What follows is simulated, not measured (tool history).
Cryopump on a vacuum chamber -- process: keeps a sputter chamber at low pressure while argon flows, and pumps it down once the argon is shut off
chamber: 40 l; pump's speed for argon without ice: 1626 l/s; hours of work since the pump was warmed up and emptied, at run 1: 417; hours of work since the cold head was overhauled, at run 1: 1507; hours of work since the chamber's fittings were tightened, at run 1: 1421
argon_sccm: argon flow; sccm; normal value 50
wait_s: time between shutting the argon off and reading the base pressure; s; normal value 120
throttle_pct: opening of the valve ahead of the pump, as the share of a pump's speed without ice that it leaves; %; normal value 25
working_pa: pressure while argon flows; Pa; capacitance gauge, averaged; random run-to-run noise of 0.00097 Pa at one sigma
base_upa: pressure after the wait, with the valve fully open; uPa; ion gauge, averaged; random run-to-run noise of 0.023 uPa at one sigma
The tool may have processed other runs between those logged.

run   hour  argon_sccm  wait_s  throttle_pct  hours of work since the pump was warmed up and emptied  hours of work since the cold head was overhauled  hours of work since the chamber's fittings were tightened  working_pa  base_upa
  1    0.0          50     120            25                                                     417                                              1507                                                       1421      0.2154      1.73
  2   48.2          50     120            25                                                     447                                              1537                                                       1451      0.2168      1.82
  3  112.6          37     120            25                                                     488                                              1577                                                       1491      0.1613      1.82
     147.5  -- pump warmed up, emptied and cooled again
  4  160.6          33     120            25                                                       8                                              1604                                                       1518      0.1380      1.72
  5  211.5          33     120            25                                                      40                                              1636                                                       1550      0.1381      1.77
  6  245.8          33     120            25                                                      61                                              1657                                                       1571      0.1395      1.77
  7  290.1          33     120            25                                                      89                                              1685                                                       1599      0.1381      1.76
  8  356.7          47     120            25                                                     130                                              1726                                                       1641      0.1982      1.81
  9  404.2          47     120            25                                                     160                                              1756                                                       1670      0.1989      1.85
 10  442.7          47      27            25                                                     184                                              1780                                                       1694      0.1995      3.97
 11  478.2          40      45            36                                                     206                                              1802                                                       1716      0.1194      2.81
 12  551.4          23     120            43                                                     252                                              1847                                                       1762      0.0583      1.94
     557.2  -- leaking fittings of the chamber tightened, without venting
 13  608.0          23     120            43                                                     286                                              1881                                                         32      0.0584      0.89
 14  652.2          23      44            46                                                     313                                              1909                                                         59      0.0546      2.00
 15  689.7          41      69            25                                                     337                                              1932                                                         83      0.1766      1.36
 16  744.4          41     132            17                                                     371                                              1966                                                        117      0.2592      0.90
 17  807.0          48     120            25                                                     410                                              2006                                                        156      0.2065      0.96
 18  866.5          50     191            46                                                     447                                              2043                                                        193      0.1210      0.78

Run 19 has not been measured yet. What should we expect?
 19  903.9          50     191            46                                                     470                                              2066                                                        216           ?         ?

Run 19 measured working_pa 0.1233 Pa, base_upa 0.80 uPa.
Were there no unlogged condition in the tool, this run, its random variation unchanged, would have produced working_pa 0.1133 Pa, base_upa 0.58 uPa.
